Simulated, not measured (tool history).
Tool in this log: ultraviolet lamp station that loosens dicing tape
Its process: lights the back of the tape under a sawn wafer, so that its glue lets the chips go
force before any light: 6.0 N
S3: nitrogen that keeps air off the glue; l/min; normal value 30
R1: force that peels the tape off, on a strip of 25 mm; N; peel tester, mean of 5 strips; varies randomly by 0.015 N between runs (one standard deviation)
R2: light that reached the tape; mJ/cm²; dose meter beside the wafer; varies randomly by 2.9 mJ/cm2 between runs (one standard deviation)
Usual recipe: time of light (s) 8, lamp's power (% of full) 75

Run 1, day 0.000: usual settings. Result: R1 1.105 N, R2 328 mJ/cm².
Run 2, day 2.938: usual settings. Result: R1 1.173 N, R2 323 mJ/cm².
Run 3, day 4.800: usual settings. Result: R1 1.187 N, R2 315 mJ/cm².
Run 4, day 6.692: usual settings. Result: R1 1.216 N, R2 318 mJ/cm².
Run 5, day 9.304: usual settings. Result: R1 1.254 N, R2 312 mJ/cm².
Run 6, day 11.812: usual settings. Result: R1 1.283 N, R2 307 mJ/cm².
Run 7, day 14.329: usual settings but S3 24 l/min. Result: R1 1.418 N, R2 307 mJ/cm².
Run 8, day 17.100: usual settings but S3 24 l/min. Result: R1 1.053 N, R2 383 mJ/cm².
Run 9, day 18.704: usual settings. Result: R1 0.891 N, R2 377 mJ/cm².
Run 10, day 21.054: usual settings. Result: R1 0.953 N, R2 372 mJ/cm².
Run 11, day 22.575: usual settings. Result: R1 0.948 N, R2 365 mJ/cm².
Run 12, day 25.483: usual settings. Result: R1 0.984 N, R2 363 mJ/cm².
Run 13, day 27.550: usual settings. Result: R1 1.188 N, R2 329 mJ/cm².
Run 14, day 29.183: usual settings but S3 23 l/min. Result: R1 1.387 N, R2 327 mJ/cm².
Run 15, day 30.971: usual settings but S3 23 l/min. Result: R1 1.383 N, R2 322 mJ/cm².
Run 16, day 32.762: usual settings but S3 23 l/min. Result: R1 1.408 N, R2 318 mJ/cm².
Run 17, day 34.004: usual settings but lamp's power (% of full) 74. Result: R1 1.211 N, R2 309 mJ/cm².
Run 18, day 36.950: usual settings but time of light (s) 11. Result: R1 0.739 N, R2 422 mJ/cm².
Run 19, day 38.667: usual settings but time of light (s) 11. Result: R1 0.728 N, R2 423 mJ/cm².
Run 20, day 40.779: usual settings but time of light (s) 11, lamp's power (% of full) 67. Result: R1 0.937 N, R2 372 mJ/cm².
Run 21, day 43.150: usual settings but lamp's power (% of full) 68. Result: R1 1.009 N, R2 358 mJ/cm².
Run 22, day 45.971: usual settings but lamp's power (% of full) 68. Result: R1 1.033 N, R2 352 mJ/cm².
Run 23, day 47.608: usual settings but lamp's power (% of full) 77, S3 17 l/min. Result: R1 1.242 N, R2 395 mJ/cm².
Run 24, day 50.562: usual settings but time of light (s) 12, lamp's power (% of full) 77, S3 17 l/min. Result: R1 0.586 N, R2 576 mJ/cm².
Run 25, day 53.192: usual settings but lamp's power (% of full) 73, S3 14 l/min. Result: R1 1.592 N, R2 363 mJ/cm².
Run 26, day 54.425: usual settings but time of light (s) 11, lamp's power (% of full) 77, S3 10 l/min. Result: R1 1.120 N, R2 527 mJ/cm².
Run 27, day 56.258: usual settings but time of light (s) 11, lamp's power (% of full) 77, S3 10 l/min. Result: R1 1.110 N, R2 513 mJ/cm².
Run 28, day 57.779: usual settings but time of light (s) 12, lamp's power (% of full) 64. Result: R1 0.597 N, R2 469 mJ/cm².
Run 29, day 60.029: usual settings but time of light (s) 9, lamp's power (% of full) 64, S3 13 l/min. Result: R1 1.703 N, R2 347 mJ/cm².
Run 30, day 61.471: usual settings but time of light (s) 5, lamp's power (% of full) 64, S3 13 l/min. Result: R1 2.949 N, R2 188 mJ/cm².
Run 31, day 62.858: usual settings but time of light (s) 5, lamp's power (% of full) 64, S3 13 l/min. Result: R1 3.034 N, R2 189 mJ/cm².
Run 32, day 65.900: usual settings but time of light (s) 9, lamp's power (% of full) 94, S3 26 l/min. Result: R1 0.602 N, R2 502 mJ/cm².
Run 33, day 68.471: usual settings but time of light (s) 4, lamp's power (% of full) 100, S3 26 l/min. Result: R1 1.956 N, R2 232 mJ/cm².
Run 34, day 70.433: usual settings but time of light (s) 4, lamp's power (% of full) 100, S3 18 l/min. Result: R1 2.340 N, R2 228 mJ/cm².
Run 35, day 73.388: usual settings but time of light (s) 5, lamp's power (% of full) 85, S3 25 l/min. Result: R1 1.955 N, R2 236 mJ/cm².
Run 36, day 75.125: usual settings but time of light (s) 5, lamp's power (% of full) 85, S3 25 l/min. Result: R1 1.906 N, R2 236 mJ/cm².
Run 37, day 77.417: usual settings but time of light (s) 5, lamp's power (% of full) 85, S3 25 l/min. Result: R1 1.950 N, R2 235 mJ/cm².
Run 38, day 80.221: usual settings but lamp's power (% of full) 90, S3 34 l/min. Result: R1 0.775 N, R2 386 mJ/cm².
Run 39, day 82.775: usual settings but time of light (s) 15, S3 12 l/min. Result: R1 0.781 N, R2 594 mJ/cm².
Run 40, day 84.146: usual settings but time of light (s) 7, S3 37 l/min. Result: R1 1.111 N, R2 312 mJ/cm².
Run 41, day 86.858: usual settings but time of light (s) 9, S3 37 l/min. Result: R1 0.677 N, R2 397 mJ/cm².
Run 42, day 88.908: usual settings but time of light (s) 9, S3 37 l/min. Result: R1 0.740 N, R2 389 mJ/cm².

The log once held 4 entries between its listed runs, left out of this copy. Where does each go, and what is different about the tool's unlogged condition between the listed run before it and the listed run after it?
Between runs 7 and 8: lamp changed (day 16.508)
  lamp's light, % of a new lamp's: 78.4 -> 98.3; light that the window lets through, % of a clean one's: 91.5 -> 90.8
  what was measured, less what the result would be without the hidden state, R1: +0.588 -> +0.192 N; R2: -119 -> -45 mJ/cm²
Between runs 12 and 13: window cleaned of glue's vapour (day 26.346)
  lamp's light, % of a new lamp's: 96.6 -> 96.2; light that the window lets through, % of a clean one's: 88.3 -> 80.3
  what was measured, less what the result would be without the hidden state, R1: +0.248 -> +0.437 N; R2: -63 -> -97 mJ/cm²
Between runs 20 and 21: window cleaned of glue's vapour, once more (day 43.138)
  lamp's light, % of a new lamp's: 93.5 -> 93; light that the window lets through, % of a clean one's: 76.6 -> 100
  what was measured, less what the result would be without the hidden state, R1: +0.456 -> +0.122 N; R2: -149 -> -26 mJ/cm²
Between runs 39 and 40: window cleaned of glue's vapour (day 84.079)
  lamp's light, % of a new lamp's: 85.2 -> 84.9; light that the window lets through, % of a clean one's: 89 -> 99.5
  what was measured, less what the result would be without the hidden state, R1: +0.352 -> +0.287 N; R2: -190 -> -57 mJ/cm²

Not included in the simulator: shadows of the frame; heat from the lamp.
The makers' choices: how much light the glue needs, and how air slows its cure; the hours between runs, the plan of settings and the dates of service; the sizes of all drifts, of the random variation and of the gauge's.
